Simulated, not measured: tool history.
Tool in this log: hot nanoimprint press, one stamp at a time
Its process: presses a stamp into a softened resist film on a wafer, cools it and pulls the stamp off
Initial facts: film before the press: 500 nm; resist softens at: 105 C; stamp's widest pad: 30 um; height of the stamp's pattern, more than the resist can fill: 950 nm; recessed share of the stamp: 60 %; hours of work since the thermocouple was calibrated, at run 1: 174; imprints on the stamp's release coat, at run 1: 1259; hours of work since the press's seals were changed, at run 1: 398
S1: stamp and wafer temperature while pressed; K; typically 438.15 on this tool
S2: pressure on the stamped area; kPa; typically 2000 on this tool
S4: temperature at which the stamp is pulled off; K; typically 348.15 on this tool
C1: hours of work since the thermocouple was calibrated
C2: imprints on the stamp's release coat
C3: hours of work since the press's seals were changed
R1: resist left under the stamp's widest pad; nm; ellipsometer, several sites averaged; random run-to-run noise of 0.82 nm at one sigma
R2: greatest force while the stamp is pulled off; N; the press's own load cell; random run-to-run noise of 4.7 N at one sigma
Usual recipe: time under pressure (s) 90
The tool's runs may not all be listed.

Run 1, hour 0: usual settings; C1 174; C2 1259; C3 398. Result: R1 244.6 nm, R2 277 N.
At hour 18.6: stamp cleaned and given a new release coat.
Run 2, hour 41.8: usual settings; C1 200; C2 123; C3 424. Result: R1 243.7 nm, R2 243 N.
Run 3, hour 73.3: usual settings but time under pressure (s) 154; C1 223; C2 289; C3 447. Result: R1 202.1 nm, R2 231 N.
Run 4, hour 120: usual settings; C1 257; C2 535; C3 481. Result: R1 241.4 nm, R2 258 N.
Run 5, hour 150.5: usual settings; C1 280; C2 695; C3 503. Result: R1 243 nm, R2 248 N.
Run 6, hour 182.6: usual settings but S2 2330 kPa; C1 303; C2 864; C3 527. Result: R1 225.3 nm, R2 258 N.
Run 7, hour 211.4: usual settings but S1 450.15 K; C1 324; C2 1016; C3 548. Result: R1 160.7 nm, R2 264 N.
At hour 257.6: plate thermocouple calibrated.
At hour 275.8: press's hydraulic seals changed and the load cell set to zero.
Run 8, hour 275.9: usual settings but S4 353.15 K; C1 7; C2 1298; C3 0. Result: R1 241 nm, R2 247 N.
At hour 286: stamp cleaned and given a new release coat.
Run 9, hour 315.2: usual settings but S4 353.15 K; C1 32; C2 154; C3 24. Result: R1 242.1 nm, R2 202 N.
Run 10, hour 340.7: usual settings but S4 353.15 K; C1 50; C2 288; C3 43. Result: R1 240.6 nm, R2 203 N.
Run 11, hour 371.3: usual settings but S4 336.15 K; C1 73; C2 449; C3 65. Result: R1 239.6 nm, R2 322 N.
Run 12, hour 403.3: usual settings but S4 336.15 K; C1 96; C2 618; C3 89. Result: R1 240.9 nm, R2 331 N.
Run 13, hour 456.9: usual settings; C1 135; C2 900; C3 128. Result: R1 239.7 nm, R2 273 N.
Run 14, hour 505.6: usual settings but S4 335.15 K; C1 171; C2 1157; C3 163. Result: R1 239.6 nm, R2 372 N.
At hour 542.7: stamp cleaned and given a new release coat.
Run 15, hour 555.1: usual settings but S4 335.15 K; C1 202; C2 65; C3 195. Result: R1 238.5 nm, R2 308 N.
Run 16, hour 608.7: usual settings but S1 445.15 K, S4 351.15 K; C1 241; C2 348; C3 234. Result: R1 187.9 nm, R2 228 N.
Run 17, hour 662.7: usual settings but time under pressure (s) 83; C1 281; C2 632; C3 273. Result: R1 244.8 nm, R2 254 N.
Run 18, hour 692.1: usual settings but time under pressure (s) 83; C1 302; C2 787; C3 295. Result: R1 246.1 nm, R2 256 N.
Run 19, hour 726.4: usual settings but time under pressure (s) 83; C1 327; C2 968; C3 320. Result: R1 244.6 nm, R2 273 N.
At hour 768.7: plate thermocouple calibrated.
Run 20, hour 769.5: usual settings but time under pressure (s) 83, S4 333.15 K; C1 1; C2 1179; C3 349. Result: R1 250.1 nm, R2 395 N.
At hour 803.3: stamp cleaned and given a new release coat.
Run 21, hour 803.3: usual settings but S1 445.15 K, time under pressure (s) 52, S4 354.15 K; C1 21; C2 0; C3 369. Result: R1 232 nm, R2 199 N.
Run 22, hour 839: usual settings but S1 445.15 K, time under pressure (s) 52, S4 354.15 K; C1 47; C2 188; C3 395. Result: R1 231.6 nm, R2 199 N.
Run 23, hour 861: usual settings but S1 446.15 K; C1 63; C2 304; C3 411. Result: R1 183.3 nm, R2 235 N.
Run 24, hour 889.6: usual settings but S1 444.15 K, S2 1360 kPa, S4 335.15 K; C1 84; C2 454; C3 432. Result: R1 238.8 nm, R2 328 N.
Run 25, hour 938.8: usual settings but S2 1460 kPa, S4 342.15 K; C1 120; C2 714; C3 468. Result: R1 279.8 nm, R2 306 N.
Run 26, hour 981.5: usual settings but S1 437.15 K, time under pressure (s) 151, S4 353.15 K; C1 151; C2 938; C3 499. Result: R1 209 nm, R2 228 N.
Run 27, hour 1016: usual settings but S2 2770 kPa, time under pressure (s) 80; C1 176; C2 1120; C3 524. Result: R1 213.7 nm, R2 279 N.
At hour 1060.1: stamp cleaned and given a new release coat.
Run 28, hour 1060.1: usual settings but S1 437.15 K, S2 3030 kPa, time under pressure (s) 106, S4 340.15 K; C1 204; C2 0; C3 552. Result: R1 192.7 nm, R2 278 N.
Run 29, hour 1095.7: usual settings but S4 356.15 K; C1 230; C2 187; C3 578. Result: R1 240.6 nm, R2 183 N.

Consider 4 possible next runs. They are alternatives, not a sequence: every one starts from the tool as it was left by run 29. What does each give?
At hour 1114.3: press's hydraulic seals changed and the load cell set to zero.
Run A, hour 1138.4: usual settings but time under pressure (s) 85, S4 341.15 K; C1 255; C2 371; C3 18. Result: R1 ?, R2 ?.
At hour 1114.3: press's hydraulic seals changed and the load cell set to zero.
Run B, hour 1138.4: usual settings but S1 441.15 K, S2 1360 kPa, time under pressure (s) 89, S4 356.15 K; C1 255; C2 371; C3 18. Result: R1 ?, R2 ?.
At hour 1114.3: press's hydraulic seals changed and the load cell set to zero.
Run C, hour 1138.4: usual settings but S1 433.15 K, S2 2960 kPa, S4 349.15 K; C1 255; C2 371; C3 18. Result: R1 ?, R2 ?.
At hour 1114.3: press's hydraulic seals changed and the load cell set to zero.
Run D, hour 1138.4: usual settings but S1 439.15 K, S2 1650 kPa, S4 349.15 K; C1 255; C2 371; C3 18. Result: R1 ?, R2 ?.

run     R1   R2
  A    241  287
  B  257.6  199
  C  234.1  239
  D  252.2  242
Take away the tool's hidden state, keep each run's random variation, and the runs would have read:
run     R1   R2
  A  245.8  272
  B  262.6  189
  C  238.9  226
  D  257.1  229

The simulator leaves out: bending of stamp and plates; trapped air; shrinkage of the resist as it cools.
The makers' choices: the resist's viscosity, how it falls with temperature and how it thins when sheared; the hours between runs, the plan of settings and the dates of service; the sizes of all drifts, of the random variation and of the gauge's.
